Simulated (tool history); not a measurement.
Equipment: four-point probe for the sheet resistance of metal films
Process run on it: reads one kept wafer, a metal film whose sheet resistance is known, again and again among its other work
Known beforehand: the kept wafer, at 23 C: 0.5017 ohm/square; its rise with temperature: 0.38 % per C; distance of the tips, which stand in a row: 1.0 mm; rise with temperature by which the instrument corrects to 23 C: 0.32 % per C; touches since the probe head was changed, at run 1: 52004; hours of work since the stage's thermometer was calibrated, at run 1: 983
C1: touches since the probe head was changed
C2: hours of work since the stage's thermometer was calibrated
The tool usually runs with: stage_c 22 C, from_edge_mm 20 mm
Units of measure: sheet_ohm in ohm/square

Run 1, hour 0: usual settings; C1 52004; C2 983. Result: sheet_ohm 0.500322 ohm/square.
Run 2, hour 66.9: usual settings; C1 54136; C2 1021. Result: sheet_ohm 0.500167 ohm/square.
Run 3, hour 121.1: usual settings; C1 55866; C2 1052. Result: sheet_ohm 0.500234 ohm/square.
Run 4, hour 177.3: usual settings but stage_c 29 C; C1 57659; C2 1083. Result: sheet_ohm 0.502027 ohm/square.
Run 5, hour 236.4: usual settings but stage_c 29 C; C1 59542; C2 1117. Result: sheet_ohm 0.502092 ohm/square.
Run 6, hour 307.7: usual settings but stage_c 29 C; C1 61817; C2 1157. Result: sheet_ohm 0.501687 ohm/square.
Run 7, hour 368: usual settings but stage_c 29 C; C1 63739; C2 1192. Result: sheet_ohm 0.501716 ohm/square.
Run 8, hour 421.5: usual settings; C1 65445; C2 1222. Result: sheet_ohm 0.499719 ohm/square.
Run 9, hour 476: usual settings; C1 67181; C2 1253. Result: sheet_ohm 0.499595 ohm/square.
At hour 523.1: stage's thermometer calibrated.
Run 10, hour 537.4: usual settings; C1 69123; C2 8. Result: sheet_ohm 0.499285 ohm/square.
Run 11, hour 591.4: usual settings; C1 70845; C2 39. Result: sheet_ohm 0.499012 ohm/square.
Run 12, hour 654.2: usual settings; C1 72848; C2 74. Result: sheet_ohm 0.499113 ohm/square.
Run 13, hour 711.2: usual settings; C1 74665; C2 107. Result: sheet_ohm 0.498852 ohm/square.
At hour 728.9: stage's thermometer calibrated, once more.
Run 14, hour 791.8: usual settings; C1 77222; C2 36. Result: sheet_ohm 0.500055 ohm/square.
Run 15, hour 826.5: usual settings; C1 78328; C2 55. Result: sheet_ohm 0.499909 ohm/square.
Run 16, hour 889.1: usual settings; C1 80324; C2 91. Result: sheet_ohm 0.499968 ohm/square.
Run 17, hour 961.1: usual settings; C1 82618; C2 132. Result: sheet_ohm 0.499978 ohm/square.
Run 18, hour 1007.3: usual settings but from_edge_mm 35 mm; C1 84094; C2 158. Result: sheet_ohm 0.499231 ohm/square.
Run 19, hour 1064.6: usual settings but from_edge_mm 35 mm; C1 85921; C2 190. Result: sheet_ohm 0.499043 ohm/square.
Run 20, hour 1111.8: usual settings but from_edge_mm 35 mm; C1 87424; C2 217. Result: sheet_ohm 0.499133 ohm/square.
Run 21, hour 1165.6: usual settings but from_edge_mm 35 mm; C1 89140; C2 248. Result: sheet_ohm 0.499122 ohm/square.
Run 22, hour 1225.9: usual settings but stage_c 30 C; C1 91063; C2 282. Result: sheet_ohm 0.501893 ohm/square.
Run 23, hour 1299.9: usual settings but stage_c 30 C; C1 93425; C2 324. Result: sheet_ohm 0.501759 ohm/square.
Run 24, hour 1371: usual settings but stage_c 28 C; C1 95689; C2 364. Result: sheet_ohm 0.501026 ohm/square.
Run 25, hour 1417: usual settings but stage_c 28 C; C1 97158; C2 390. Result: sheet_ohm 0.500968 ohm/square.
Run 26, hour 1494.4: usual settings but stage_c 28 C; C1 99625; C2 434. Result: sheet_ohm 0.501022 ohm/square.
Run 27, hour 1543.7: usual settings but stage_c 28 C; C1 101197; C2 462. Result: sheet_ohm 0.500813 ohm/square.
Run 28, hour 1597: usual settings but stage_c 29 C, from_edge_mm 13 mm; C1 102898; C2 492. Result: sheet_ohm 0.502057 ohm/square.
Run 29, hour 1646.3: usual settings but stage_c 29 C, from_edge_mm 13 mm; C1 104468; C2 520. Result: sheet_ohm 0.501891 ohm/square.
Run 30, hour 1686.4: usual settings but stage_c 29 C, from_edge_mm 13 mm; C1 105749; C2 543. Result: sheet_ohm 0.501736 ohm/square.
Run 31, hour 1762.9: usual settings but from_edge_mm 15 mm; C1 108188; C2 586. Result: sheet_ohm 0.4993 ohm/square.
Run 32, hour 1843.4: usual settings but from_edge_mm 29 mm; C1 110755; C2 632. Result: sheet_ohm 0.498144 ohm/square.
Run 33, hour 1877.1: usual settings but stage_c 27 C, from_edge_mm 29 mm; C1 111830; C2 651. Result: sheet_ohm 0.499727 ohm/square.
Run 34, hour 1921: usual settings but from_edge_mm 58 mm; C1 113229; C2 676. Result: sheet_ohm 0.498002 ohm/square.
Run 35, hour 2000: usual settings but stage_c 21 C, from_edge_mm 9 mm; C1 115749; C2 721. Result: sheet_ohm 0.500754 ohm/square.
Run 36, hour 2073.5: usual settings but stage_c 32 C; C1 118093; C2 762. Result: sheet_ohm 0.50132 ohm/square.
Run 37, hour 2131.1: usual settings but stage_c 32 C; C1 119929; C2 795. Result: sheet_ohm 0.501065 ohm/square.
Run 38, hour 2176: usual settings but stage_c 19 C, from_edge_mm 10 mm; C1 121361; C2 820. Result: sheet_ohm 0.499433 ohm/square.
Run 39, hour 2236.7: usual settings but stage_c 26 C, from_edge_mm 24 mm; C1 123297; C2 855. Result: sheet_ohm 0.499048 ohm/square.
Run 40, hour 2270.3: usual settings but stage_c 26 C, from_edge_mm 24 mm; C1 124368; C2 874. Result: sheet_ohm 0.499087 ohm/square.
Run 41, hour 2324.3: usual settings but stage_c 31 C; C1 126090; C2 904. Result: sheet_ohm 0.500636 ohm/square.
Run 42, hour 2390.9: usual settings but stage_c 31 C; C1 128215; C2 942. Result: sheet_ohm 0.50064 ohm/square.
Run 43, hour 2433: usual settings but stage_c 33 C, from_edge_mm 5 mm; C1 129558; C2 966. Result: sheet_ohm 0.51095 ohm/square.
Run 44, hour 2498: usual settings but stage_c 33 C, from_edge_mm 5 mm; C1 131630; C2 1003. Result: sheet_ohm 0.510594 ohm/square.
Run 45, hour 2556.8: usual settings but stage_c 20 C, from_edge_mm 13 mm; C1 133503; C2 1036. Result: sheet_ohm 0.498014 ohm/square.

Forecast each of these 3 alternatives for the next run:
Run A, hour 2604: usual settings but stage_c 27 C, from_edge_mm 10 mm; C1 135007; C2 1063. Result: sheet_ohm ?.
Run B, hour 2604: usual settings but stage_c 20 C, from_edge_mm 40 mm; C1 135007; C2 1063. Result: sheet_ohm ?.
Run C, hour 2604: usual settings but stage_c 34 C, from_edge_mm 30 mm; C1 135007; C2 1063. Result: sheet_ohm ?.

run  sheet_ohm
  A   0.500901
  B   0.496603
  C   0.500678
Take away the tool's hidden state, keep each run's random variation, and the runs would have read:
run  sheet_ohm
  A   0.505321
  B   0.501013
  C   0.505072

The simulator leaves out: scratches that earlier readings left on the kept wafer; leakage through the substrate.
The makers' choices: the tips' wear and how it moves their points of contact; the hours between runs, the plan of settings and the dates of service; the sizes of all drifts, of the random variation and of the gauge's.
